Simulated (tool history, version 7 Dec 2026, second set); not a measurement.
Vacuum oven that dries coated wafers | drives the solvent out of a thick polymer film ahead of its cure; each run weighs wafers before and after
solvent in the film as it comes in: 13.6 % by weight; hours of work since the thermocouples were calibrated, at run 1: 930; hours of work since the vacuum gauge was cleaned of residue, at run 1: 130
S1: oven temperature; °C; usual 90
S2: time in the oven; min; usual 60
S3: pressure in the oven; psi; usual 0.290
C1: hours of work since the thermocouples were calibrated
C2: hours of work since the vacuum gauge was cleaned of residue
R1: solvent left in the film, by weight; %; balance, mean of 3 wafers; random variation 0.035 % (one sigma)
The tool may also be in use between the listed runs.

Run 1, hour 0.0: usual settings; C1 930; C2 130. Result: R1 2.33 %.
Run 2, hour 40.0: usual settings but S3 0.264 psi; C1 953; C2 152. Result: R1 2.20 %.
Run 3, hour 83.3: usual settings but S3 0.264 psi; C1 977; C2 177. Result: R1 2.29 %.
Run 4, hour 125.7: usual settings but S3 0.264 psi; C1 1001; C2 201. Result: R1 2.23 %.
Run 5, hour 153.1: usual settings; C1 1016; C2 216. Result: R1 2.42 %.
Run 6, hour 177.8: usual settings; C1 1030; C2 230. Result: R1 2.39 %.
Run 7, hour 220.8: usual settings but S1 100 °C; C1 1054; C2 254. Result: R1 1.21 %.
Run 8, hour 262.4: usual settings but S1 100 °C; C1 1078; C2 278. Result: R1 1.19 %.
Run 9, hour 292.1: usual settings but S1 100 °C; C1 1095; C2 294. Result: R1 1.25 %.
Run 10, hour 341.4: usual settings but S1 100 °C; C1 1122; C2 322. Result: R1 1.24 %.
Run 11, hour 383.7: usual settings but S1 100 °C; C1 1146; C2 346. Result: R1 1.25 %.
Run 12, hour 426.4: usual settings but S1 86 °C, S2 33 min, S3 0.300 psi; C1 1170; C2 370. Result: R1 5.41 %.
Run 13, hour 478.0: usual settings but S1 77 °C, S2 61 min, S3 0.152 psi; C1 1199; C2 399. Result: R1 5.25 %.
Run 14, hour 513.2: usual settings but S1 94 °C, S2 38 min; C1 1219; C2 419. Result: R1 2.77 %.
Run 15, hour 548.5: usual settings but S2 57 min, S3 0.474 psi; C1 1239; C2 439. Result: R1 3.65 %.
Run 16, hour 597.6: usual settings but S1 105 °C, S3 0.268 psi; C1 1267; C2 466. Result: R1 0.90 %.
Run 17, hour 628.8: usual settings but S1 82 °C, S2 31 min, S3 0.489 psi; C1 1284; C2 484. Result: R1 7.85 %.
Run 18, hour 656.5: usual settings but S1 98 °C, S2 39 min, S3 1.038 psi; C1 1300; C2 500. Result: R1 4.85 %.

Some steps in R1 between neighbouring runs. How much of each would the tool show without its hidden state too (settings, what came in, random variation), and how much is left for the hidden state, with any gauge scatter that isn't in both results?
The hidden state here: true wafer temperature over the reading, C; true pressure over the reading, kPa; drift of the gauge itself on solvent_pct, %.
Run 16 -> 17: S1 105 -> 82, S2 60 -> 31, S3 0.268 -> 0.489. R1 +6.95 %: hidden state +0.57, all else +6.38.

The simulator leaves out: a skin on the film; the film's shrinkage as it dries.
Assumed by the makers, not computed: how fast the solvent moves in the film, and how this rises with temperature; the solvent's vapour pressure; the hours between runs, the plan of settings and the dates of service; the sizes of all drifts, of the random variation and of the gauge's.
